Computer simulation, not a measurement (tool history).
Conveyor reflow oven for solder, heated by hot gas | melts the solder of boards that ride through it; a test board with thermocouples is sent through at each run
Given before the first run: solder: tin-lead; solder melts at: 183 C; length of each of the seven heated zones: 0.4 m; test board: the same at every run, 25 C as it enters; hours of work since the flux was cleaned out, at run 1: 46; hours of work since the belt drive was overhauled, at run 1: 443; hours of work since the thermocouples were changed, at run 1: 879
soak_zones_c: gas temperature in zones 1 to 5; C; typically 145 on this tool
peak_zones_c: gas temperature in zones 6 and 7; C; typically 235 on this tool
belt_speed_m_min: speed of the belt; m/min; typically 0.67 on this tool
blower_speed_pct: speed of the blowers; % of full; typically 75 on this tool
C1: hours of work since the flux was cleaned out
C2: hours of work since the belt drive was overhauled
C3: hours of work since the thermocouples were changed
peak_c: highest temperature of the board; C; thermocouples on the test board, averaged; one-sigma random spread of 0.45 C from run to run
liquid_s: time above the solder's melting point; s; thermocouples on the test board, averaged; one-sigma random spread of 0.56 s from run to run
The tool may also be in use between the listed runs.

Run 1, hour 0: usual settings; C1 46; C2 443; C3 879. Result: peak_c 213.5 C, liquid_s 51.6 s.
Run 2, hour 20.9: usual settings; C1 58; C2 455; C3 891. Result: peak_c 213 C, liquid_s 52.2 s.
At hour 31.3: thermocouples of zones 6 and 7 changed.
Run 3, hour 45.5: usual settings; C1 71; C2 468; C3 8. Result: peak_c 215.7 C, liquid_s 54.9 s.
Run 4, hour 69.7: usual settings; C1 85; C2 481; C3 22. Result: peak_c 215.4 C, liquid_s 54.2 s.
Run 5, hour 83.7: usual settings; C1 93; C2 489; C3 30. Result: peak_c 215.4 C, liquid_s 53.5 s.
Run 6, hour 108.1: usual settings; C1 107; C2 503; C3 44. Result: peak_c 215.1 C, liquid_s 54.1 s.
Run 7, hour 121: usual settings but belt_speed_m_min 0.619 m/min; C1 114; C2 511; C3 51. Result: peak_c 217.6 C, liquid_s 60.7 s.
Run 8, hour 132.8: usual settings; C1 121; C2 517; C3 58. Result: peak_c 214.1 C, liquid_s 53.6 s.
Run 9, hour 158.8: usual settings; C1 136; C2 532; C3 73. Result: peak_c 214.9 C, liquid_s 52.8 s.
Run 10, hour 174.9: usual settings but soak_zones_c 136 C; C1 145; C2 542; C3 82. Result: peak_c 212.7 C, liquid_s 48.9 s.
Run 11, hour 193.4: usual settings but soak_zones_c 136 C; C1 156; C2 552; C3 93. Result: peak_c 213 C, liquid_s 48.5 s.
Run 12, hour 209.2: usual settings but blower_speed_pct 69 % of full; C1 165; C2 561; C3 102. Result: peak_c 213.7 C, liquid_s 53.7 s.
Run 13, hour 233.2: usual settings but blower_speed_pct 69 % of full; C1 178; C2 575; C3 115. Result: peak_c 214.2 C, liquid_s 53.1 s.
Run 14, hour 259.5: usual settings but blower_speed_pct 67 % of full; C1 193; C2 590; C3 130. Result: peak_c 214.1 C, liquid_s 52.4 s.
Run 15, hour 272.4: usual settings; C1 201; C2 597; C3 138. Result: peak_c 215 C, liquid_s 53.4 s.
Run 16, hour 297.3: usual settings; C1 215; C2 611; C3 152. Result: peak_c 214.1 C, liquid_s 52.2 s.
Run 17, hour 309.7: usual settings but soak_zones_c 144 C, belt_speed_m_min 0.773 m/min; C1 222; C2 619; C3 159. Result: peak_c 208.8 C, liquid_s 41.4 s.
Run 18, hour 327.3: usual settings but soak_zones_c 144 C, peak_zones_c 232 C, belt_speed_m_min 0.638 m/min; C1 232; C2 629; C3 169. Result: peak_c 212.4 C, liquid_s 54.8 s.
Run 19, hour 347.4: usual settings but soak_zones_c 144 C, peak_zones_c 232 C, belt_speed_m_min 0.638 m/min; C1 244; C2 640; C3 181. Result: peak_c 213.6 C, liquid_s 54.6 s.
Run 20, hour 370.4: usual settings but soak_zones_c 144 C, peak_zones_c 232 C, belt_speed_m_min 0.638 m/min; C1 257; C2 653; C3 194. Result: peak_c 212.9 C, liquid_s 54.2 s.
Run 21, hour 397.2: usual settings but soak_zones_c 158 C, peak_zones_c 232 C, belt_speed_m_min 0.604 m/min; C1 272; C2 669; C3 209. Result: peak_c 217 C, liquid_s 67.7 s.
Run 22, hour 421.1: usual settings but soak_zones_c 158 C, peak_zones_c 223 C, belt_speed_m_min 0.598 m/min; C1 286; C2 682; C3 223. Result: peak_c 209.9 C, liquid_s 62.5 s.
Run 23, hour 446.8: usual settings but soak_zones_c 158 C, peak_zones_c 223 C, belt_speed_m_min 0.598 m/min; C1 300; C2 697; C3 237. Result: peak_c 210.4 C, liquid_s 62.8 s.
Run 24, hour 466.5: usual settings but soak_zones_c 148 C, peak_zones_c 223 C, belt_speed_m_min 0.692 m/min, blower_speed_pct 59 % of full; C1 312; C2 708; C3 249. Result: peak_c 200 C, liquid_s 38 s.
Run 25, hour 492.7: usual settings but soak_zones_c 148 C, peak_zones_c 223 C, belt_speed_m_min 0.692 m/min, blower_speed_pct 59 % of full; C1 327; C2 723; C3 264. Result: peak_c 200.4 C, liquid_s 37.9 s.
Run 26, hour 515.8: usual settings but soak_zones_c 148 C, peak_zones_c 223 C, belt_speed_m_min 0.692 m/min, blower_speed_pct 59 % of full; C1 340; C2 736; C3 277. Result: peak_c 200 C, liquid_s 38.7 s.
Run 27, hour 530.3: usual settings but soak_zones_c 148 C, peak_zones_c 223 C, belt_speed_m_min 0.692 m/min, blower_speed_pct 59 % of full; C1 348; C2 745; C3 285. Result: peak_c 201.3 C, liquid_s 37.4 s.
Run 28, hour 557.6: usual settings but belt_speed_m_min 0.551 m/min, blower_speed_pct 51 % of full; C1 364; C2 760; C3 301. Result: peak_c 215.3 C, liquid_s 66.3 s.
Run 29, hour 582.2: usual settings but soak_zones_c 155 C, peak_zones_c 233 C, belt_speed_m_min 0.795 m/min, blower_speed_pct 51 % of full; C1 378; C2 774; C3 315. Result: peak_c 201.9 C, liquid_s 35.7 s.
Run 30, hour 609: usual settings but soak_zones_c 147 C, peak_zones_c 233 C, belt_speed_m_min 0.737 m/min, blower_speed_pct 85 % of full; C1 393; C2 790; C3 330. Result: peak_c 210.4 C, liquid_s 46.5 s.

Consider 5 possible next runs. They are alternatives, not a sequence: every one starts from the tool as it was left by run 30. What does each give?
Run A, hour 626.7: usual settings but soak_zones_c 158 C, peak_zones_c 233 C, belt_speed_m_min 0.719 m/min, blower_speed_pct 69 % of full; C1 403; C2 800; C3 340. Result: peak_c ?, liquid_s ?.
Run B, hour 626.7: usual settings but soak_zones_c 147 C, peak_zones_c 233 C, belt_speed_m_min 0.577 m/min, blower_speed_pct 66 % of full; C1 403; C2 800; C3 340. Result: peak_c ?, liquid_s ?.
Run C, hour 626.7: usual settings but soak_zones_c 134 C, peak_zones_c 233 C, belt_speed_m_min 0.737 m/min, blower_speed_pct 85 % of full; C1 403; C2 800; C3 340. Result: peak_c ?, liquid_s ?.
Run D, hour 626.7: usual settings; C1 403; C2 800; C3 340. Result: peak_c ?, liquid_s ?.
Run E, hour 626.7: usual settings but soak_zones_c 133 C, peak_zones_c 247 C, belt_speed_m_min 0.737 m/min, blower_speed_pct 76 % of full; C1 403; C2 800; C3 340. Result: peak_c ?, liquid_s ?.

run  peak_c  liquid_s
  A   211.1      51.1
  B   215.4        65
  C   206.1      38.3
  D   212.2      51.5
  E   215.5      44.3
Without the tool's hidden state the same runs would have given:
run  peak_c  liquid_s
  A   214.2      53.6
  B   218.3      67.3
  C   209.9      41.9
  D   215.6      54.2
  E   219.6      47.1
